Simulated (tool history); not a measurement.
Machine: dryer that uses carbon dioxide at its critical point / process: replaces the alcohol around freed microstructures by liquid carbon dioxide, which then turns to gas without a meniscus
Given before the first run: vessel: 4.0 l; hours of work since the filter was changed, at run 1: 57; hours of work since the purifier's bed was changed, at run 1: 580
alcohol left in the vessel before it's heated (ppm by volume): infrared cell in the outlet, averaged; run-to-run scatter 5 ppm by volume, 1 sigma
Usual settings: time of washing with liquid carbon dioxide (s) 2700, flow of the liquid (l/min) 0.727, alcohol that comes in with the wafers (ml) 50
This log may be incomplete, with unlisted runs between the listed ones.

run	day	time of washing with liquid carbon dioxide (s)	flow of the liquid (l/min)	alcohol that comes in with the wafers (ml)	hours of work since the filter was changed	hours of work since the purifier's bed was changed	alcohol left in the vessel before it's heated (ppm by volume)
1	0	2700	0.727	50	57	580	213
2	0.708	2760	0.727	50	69	593	230
3	1.329	2760	0.727	50	80	604	226
4	2.033	2760	0.727	50	93	616	224
5	2.796	2700	0.727	50	107	630	241
6	3.354	2700	0.727	50	117	640	248
7	3.825	2700	0.727	50	125	648	240
8	4.579	2700	0.727	86	139	662	258
# day 5.008: purifier's bed changed
9	5.242	2700	0.727	50	148	4	30
10	6.3	2700	0.727	50	167	23	33
11	6.992	2700	0.727	50	179	35	45
12	7.546	3300	0.727	50	189	45	33
13	8.475	3300	0.727	50	206	62	43
14	9.108	2700	0.465	50	217	73	251
15	9.767	2700	0.465	50	229	85	258
16	10.842	2700	0.727	50	248	104	64
17	11.554	2700	0.727	50	261	117	66
18	12.121	2700	0.727	50	271	127	74
19	12.867	2700	0.727	50	284	140	70
20	13.692	2700	0.727	50	299	155	80
21	14.554	2700	0.727	22	315	171	80
22	15.504	2700	0.727	22	332	188	80
23	16.158	2700	0.866	97	343	199	91
24	17.004	2700	0.866	97	358	214	97
25	17.721	2700	0.866	97	371	227	111
26	18.25	2700	0.866	97	381	237	103
27	19.342	1740	0.531	29	400	256	528
28	20.425	1740	0.531	29	419	275	532
29	21.325	2700	0.645	50	436	292	165
30	21.825	2700	0.645	50	444	301	173
31	22.388	1620	0.635	31	455	311	446
32	23.096	1620	0.635	31	467	323	462
33	24.083	1620	0.635	27	485	341	439
34	24.529	3900	0.8	84	493	349	126
35	25.092	3540	0.647	114	503	359	152
36	25.942	3960	0.99	35	518	374	135
37	26.796	1740	0.87	45	533	389	265
38	27.292	3000	0.563	50	542	398	236
39	28.221	3000	0.563	73	559	415	290
40	29.304	1800	0.727	106	578	434	707
41	30.017	1800	0.727	106	591	447	698

Entry by entry between the runs, the difference in hidden state between the last listed run before and the first listed run after:
From run 8 to run 9: purifier's bed changed (day 5.008)
  flow that reaches the vessel past the clogged filter, %: 95.9 -> 95.7; alcohol in the recycled carbon dioxide, ppm: 235.7 -> 9.3
  the result without the hidden state subtracted from the measured one, alcohol left in the vessel before it's heated (ppm by volume): +235 -> +8
